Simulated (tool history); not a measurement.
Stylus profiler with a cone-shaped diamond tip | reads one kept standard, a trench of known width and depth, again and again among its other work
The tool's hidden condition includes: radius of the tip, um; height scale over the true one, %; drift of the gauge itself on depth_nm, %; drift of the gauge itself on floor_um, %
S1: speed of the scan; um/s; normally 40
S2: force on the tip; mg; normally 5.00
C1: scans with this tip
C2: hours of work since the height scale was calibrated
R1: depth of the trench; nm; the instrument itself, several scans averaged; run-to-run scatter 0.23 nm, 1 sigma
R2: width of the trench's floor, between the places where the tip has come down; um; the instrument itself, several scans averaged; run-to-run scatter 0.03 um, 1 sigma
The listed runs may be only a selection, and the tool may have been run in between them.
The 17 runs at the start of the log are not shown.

run 18 hour=1110.2 | S1=28 S2=7.58 | C1=443 C2=33 | R1=1014.06 R2=43.75
run 19 hour=1176.8 | S1=28 S2=7.58 | C1=916 C2=69 | R1=1014.21 R2=43.58
run 20 hour=1221.8 | S1=34 S2=7.29 | C1=1235 C2=93 | R1=1014.15 R2=43.60
run 21 hour=1296.7 | S1=34 S2=7.29 | C1=1766 C2=133 | R1=1014.37 R2=43.46
run 22 hour=1390.9 | S1=39 S2=2.57 | C1=2434 C2=184 | R1=1007.76 R2=43.25
run 23 hour=1452.4 | S1=63 S2=9.20 | C1=2871 C2=217 | R1=1016.36 R2=43.22
run 24 hour=1513.3 | S1=67 S2=1.70 | C1=3303 C2=250 | R1=1005.69 R2=42.94
run 25 hour=1570.0 | S1=39 S2=5.28 | C1=3706 C2=280 | R1=1012.14 R2=43.12
run 26 hour=1628.8 | S1=40 S2=2.07 | C1=4122 C2=312 | R1=1006.64 R2=42.92
run 27 hour=1703.3 | S1=40 S2=2.07 | C1=4651 C2=351 | R1=1007.07 R2=42.81
run 28 hour=1799.1 | S1=121 S2=7.99 | C1=5331 C2=403 | R1=1016.00 R2=42.63
run 29 hour=1897.2 | S1=80 S2=5.64 | C1=6027 C2=455 | R1=1013.33 R2=42.56
run 30 hour=1985.6 | S1=57 S2=3.08 | C1=6655 C2=503 | R1=1009.30 R2=42.50

Predict each of these 5 candidate next runs independently; none follows another, all start after run 30:
run A hour=2077.4 | S1=40 S2=8.11 | C1=7306 C2=552 | R1=? R2=?
run B hour=2077.4 | S1=20 S2=5.00 | C1=7306 C2=552 | R1=? R2=?
run C hour=2077.4 | S1=34 S2=4.91 | C1=7306 C2=552 | R1=? R2=?
run D hour=2077.4 | S1=40 S2=2.15 | C1=7306 C2=552 | R1=? R2=?
run E hour=2077.4 | S1=20 S2=5.85 | C1=7306 C2=552 | R1=? R2=?

run=A R1=1016.63 R2=42.45
run=B R1=1012.76 R2=42.57
run=C R1=1012.27 R2=42.44
run=D R1=1008.16 R2=42.41
run=E R1=1013.96 R2=42.51
Without the tool's unlogged condition, the same runs would have read:
run=A R1=1014.65 R2=43.87
run=B R1=1010.79 R2=43.98
run=C R1=1010.30 R2=43.85
run=D R1=1006.19 R2=43.82
run=E R1=1011.98 R2=43.93
